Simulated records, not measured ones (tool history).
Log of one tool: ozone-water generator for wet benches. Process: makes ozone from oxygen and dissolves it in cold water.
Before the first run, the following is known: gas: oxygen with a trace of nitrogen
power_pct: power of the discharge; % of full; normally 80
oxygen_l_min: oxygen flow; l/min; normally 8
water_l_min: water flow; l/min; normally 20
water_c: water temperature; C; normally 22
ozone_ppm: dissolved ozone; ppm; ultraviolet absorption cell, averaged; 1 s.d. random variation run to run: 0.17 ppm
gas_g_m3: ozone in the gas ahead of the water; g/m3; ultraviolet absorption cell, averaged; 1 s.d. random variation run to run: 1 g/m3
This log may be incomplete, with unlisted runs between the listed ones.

run 1 hour=0 | power_pct=80 oxygen_l_min=8 water_l_min=20 water_c=22 | ozone_ppm=22.1 gas_g_m3=179
run 2 hour=121.3 | power_pct=80 oxygen_l_min=8 water_l_min=20 water_c=22 | ozone_ppm=22.2 gas_g_m3=177.9
run 3 hour=306.3 | power_pct=80 oxygen_l_min=8 water_l_min=20 water_c=22 | ozone_ppm=22 gas_g_m3=177.5
run 4 hour=487.6 | power_pct=80 oxygen_l_min=8 water_l_min=20 water_c=22 | ozone_ppm=21.9 gas_g_m3=177.6
run 5 hour=657.4 | power_pct=80 oxygen_l_min=14.1 water_l_min=20 water_c=22 | ozone_ppm=22 gas_g_m3=145.7
run 6 hour=779.9 | power_pct=80 oxygen_l_min=14.1 water_l_min=20 water_c=22 | ozone_ppm=22.2 gas_g_m3=146.4
run 7 hour=967.3 | power_pct=80 oxygen_l_min=8 water_l_min=20 water_c=22 | ozone_ppm=22.3 gas_g_m3=176.4
run 8 hour=1058.5 | power_pct=80 oxygen_l_min=8 water_l_min=20 water_c=22 | ozone_ppm=22 gas_g_m3=175.9
run 9 hour=1167.4 | power_pct=44 oxygen_l_min=8 water_l_min=20 water_c=22 | ozone_ppm=14.2 gas_g_m3=112.8
run 10 hour=1256 | power_pct=80 oxygen_l_min=8 water_l_min=20 water_c=22 | ozone_ppm=22.2 gas_g_m3=175.5
run 11 hour=1370.3 | power_pct=80 oxygen_l_min=8 water_l_min=20 water_c=15 | ozone_ppm=24.9 gas_g_m3=176.6
run 12 hour=1500.7 | power_pct=80 oxygen_l_min=8 water_l_min=20 water_c=15 | ozone_ppm=24.7 gas_g_m3=174.8
run 13 hour=1634.5 | power_pct=80 oxygen_l_min=8 water_l_min=20 water_c=15 | ozone_ppm=25 gas_g_m3=172.4
run 14 hour=1771.9 | power_pct=80 oxygen_l_min=8 water_l_min=20 water_c=15 | ozone_ppm=24.5 gas_g_m3=173
run 15 hour=1930.3 | power_pct=80 oxygen_l_min=8 water_l_min=20 water_c=15 | ozone_ppm=25 gas_g_m3=172.8
-- hour=2017.3 gauge calibrated
run 16 hour=2092.5 | power_pct=80 oxygen_l_min=8 water_l_min=20 water_c=15 | ozone_ppm=25 gas_g_m3=178.3
run 17 hour=2245.5 | power_pct=80 oxygen_l_min=6.42 water_l_min=20 water_c=22 | ozone_ppm=21.7 gas_g_m3=190.9
run 18 hour=2393.8 | power_pct=47 oxygen_l_min=5.35 water_l_min=27 water_c=28 | ozone_ppm=10.2 gas_g_m3=136.8
run 19 hour=2518.5 | power_pct=80 oxygen_l_min=9.69 water_l_min=20 water_c=29 | ozone_ppm=19.1 gas_g_m3=167.4
run 20 hour=2612.7 | power_pct=80 oxygen_l_min=6.16 water_l_min=20 water_c=22 | ozone_ppm=21.3 gas_g_m3=193.5
run 21 hour=2779.2 | power_pct=66 oxygen_l_min=4.13 water_l_min=20 water_c=28 | ozone_ppm=15.8 gas_g_m3=191.9
run 22 hour=2910.9 | power_pct=77 oxygen_l_min=7.14 water_l_min=17 water_c=22 | ozone_ppm=23.9 gas_g_m3=174.6
run 23 hour=3022.3 | power_pct=92 oxygen_l_min=8 water_l_min=20 water_c=27 | ozone_ppm=22.2 gas_g_m3=194.6
run 24 hour=3187.3 | power_pct=98 oxygen_l_min=8 water_l_min=20 water_c=15 | ozone_ppm=28.7 gas_g_m3=203.1
run 25 hour=3347.6 | power_pct=98 oxygen_l_min=8 water_l_min=20 water_c=15 | ozone_ppm=28.9 gas_g_m3=202.4
run 26 hour=3448.2 | power_pct=80 oxygen_l_min=8 water_l_min=20 water_c=19 | ozone_ppm=23.1 gas_g_m3=174.2
-- hour=3575.9 water thermometer calibrated
run 27 hour=3580.1 | power_pct=55 oxygen_l_min=8 water_l_min=12 water_c=19 | ozone_ppm=25 gas_g_m3=131.6
-- hour=3599.7 contactor cleaned
run 28 hour=3661.3 | power_pct=56 oxygen_l_min=11.83 water_l_min=20 water_c=22 | ozone_ppm=17.2 gas_g_m3=118.4
run 29 hour=3799.1 | power_pct=57 oxygen_l_min=7.22 water_l_min=31 water_c=20 | ozone_ppm=12.4 gas_g_m3=140.5
run 30 hour=3900.7 | power_pct=78 oxygen_l_min=7.59 water_l_min=20 water_c=28 | ozone_ppm=19.2 gas_g_m3=175.8
run 31 hour=3984.3 | power_pct=80 oxygen_l_min=8 water_l_min=27 water_c=22 | ozone_ppm=17.3 gas_g_m3=173.2
run 32 hour=4147.9 | power_pct=80 oxygen_l_min=4.45 water_l_min=23 water_c=14 | ozone_ppm=19.6 gas_g_m3=209.2
run 33 hour=4301.4 | power_pct=68 oxygen_l_min=4.07 water_l_min=20 water_c=22 | ozone_ppm=17.3 gas_g_m3=190.4
run 34 hour=4458.9 | power_pct=68 oxygen_l_min=4.07 water_l_min=20 water_c=22 | ozone_ppm=17.3 gas_g_m3=191.5

Some steps in gas_g_m3, run to run, broken into two amounts with sign: the step expected even without the hidden condition (settings, incoming material, random variation), and the rest, left for the hidden condition together with whatever gauge scatter is not in both the measured and the hidden-condition-free result:
What the log doesn't record here: yield of the discharge, % of new electrodes'; contactor's efficiency, % of a clean one's; true water temperature over the reading, C; drift of the gauge itself on ozone_ppm, %; drift of the gauge itself on gas_g_m3, %.
Run 8 -> 9: power_pct 80 -> 44. gas_g_m3 -63.1 g/m3: hidden state +0.8, all else -63.9.
Run 9 -> 10: power_pct 44 -> 80. gas_g_m3 +62.7 g/m3: hidden state -1.3, all else +64.
Run 15 -> 16: gauge calibrated. gas_g_m3 +5.5 g/m3: hidden state +4.9, all else +0.6.
Run 17 -> 18: power_pct 80 -> 47, oxygen_l_min 6.42 -> 5.35, water_l_min 20 -> 27, water_c 22 -> 28. gas_g_m3 -54.1 g/m3: hidden state -0.1, all else -54.
Run 31 -> 32: oxygen_l_min 8 -> 4.45, water_l_min 27 -> 23, water_c 22 -> 14. gas_g_m3 +36 g/m3: hidden state -1.7, all else +37.7.

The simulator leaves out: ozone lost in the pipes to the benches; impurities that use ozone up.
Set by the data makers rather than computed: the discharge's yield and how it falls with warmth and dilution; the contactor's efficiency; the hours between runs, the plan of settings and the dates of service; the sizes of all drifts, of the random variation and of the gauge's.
